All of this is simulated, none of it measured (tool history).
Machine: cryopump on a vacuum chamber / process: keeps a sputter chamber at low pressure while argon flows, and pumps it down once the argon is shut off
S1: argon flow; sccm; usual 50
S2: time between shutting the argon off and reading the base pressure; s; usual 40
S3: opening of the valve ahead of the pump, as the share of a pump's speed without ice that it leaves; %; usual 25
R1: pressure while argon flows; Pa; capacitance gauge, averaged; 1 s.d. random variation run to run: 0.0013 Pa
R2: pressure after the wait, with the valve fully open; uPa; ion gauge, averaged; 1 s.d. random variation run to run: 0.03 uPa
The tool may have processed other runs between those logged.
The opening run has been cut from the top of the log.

Run 2, hour 9.8: usual settings. Result: R1 0.3043 Pa, R2 1.61 uPa.
Run 3, hour 20.4: usual settings but S1 28 sccm. Result: R1 0.1687 Pa, R2 1.52 uPa.
Run 4, hour 30.3: usual settings but S3 55 %. Result: R1 0.1408 Pa, R2 1.61 uPa.
Run 5, hour 45.9: usual settings. Result: R1 0.3056 Pa, R2 1.56 uPa.
Run 6, hour 66.5: usual settings but S1 73 sccm. Result: R1 0.4446 Pa, R2 1.66 uPa.
Run 7, hour 77.5: usual settings but S1 73 sccm. Result: R1 0.4457 Pa, R2 1.62 uPa.
Run 8, hour 97.1: usual settings but S1 73 sccm. Result: R1 0.4482 Pa, R2 1.71 uPa.
Run 9, hour 112.9: usual settings. Result: R1 0.3049 Pa, R2 1.66 uPa.
Run 10, hour 125.2: usual settings. Result: R1 0.3059 Pa, R2 1.73 uPa.
Run 11, hour 144.8: usual settings. Result: R1 0.307 Pa, R2 1.65 uPa.
Run 12, hour 160.3: usual settings. Result: R1 0.3069 Pa, R2 1.76 uPa.
Run 13, hour 175.4: usual settings. Result: R1 0.306 Pa, R2 1.68 uPa.
Run 14, hour 190.1: usual settings. Result: R1 0.3086 Pa, R2 1.75 uPa.
Run 15, hour 206: usual settings but S2 68 s. Result: R1 0.3071 Pa, R2 1.2 uPa.
Run 16, hour 217.7: usual settings but S2 68 s. Result: R1 0.3073 Pa, R2 1.28 uPa.
Run 17, hour 226.2: usual settings but S2 68 s. Result: R1 0.3082 Pa, R2 1.28 uPa.
Run 18, hour 244.4: usual settings but S2 68 s. Result: R1 0.3097 Pa, R2 1.29 uPa.

Forecast run 19:
Run 19, hour 263.1: usual settings but S1 93 sccm, S2 255 s, S3 40 %. Result: R1 ?, R2 ?.

R1: 0.3612 Pa
R2: 0.73 uPa
Without the tool's hidden state the same run would have given R1 0.3478 Pa, R2 0.44 uPa.
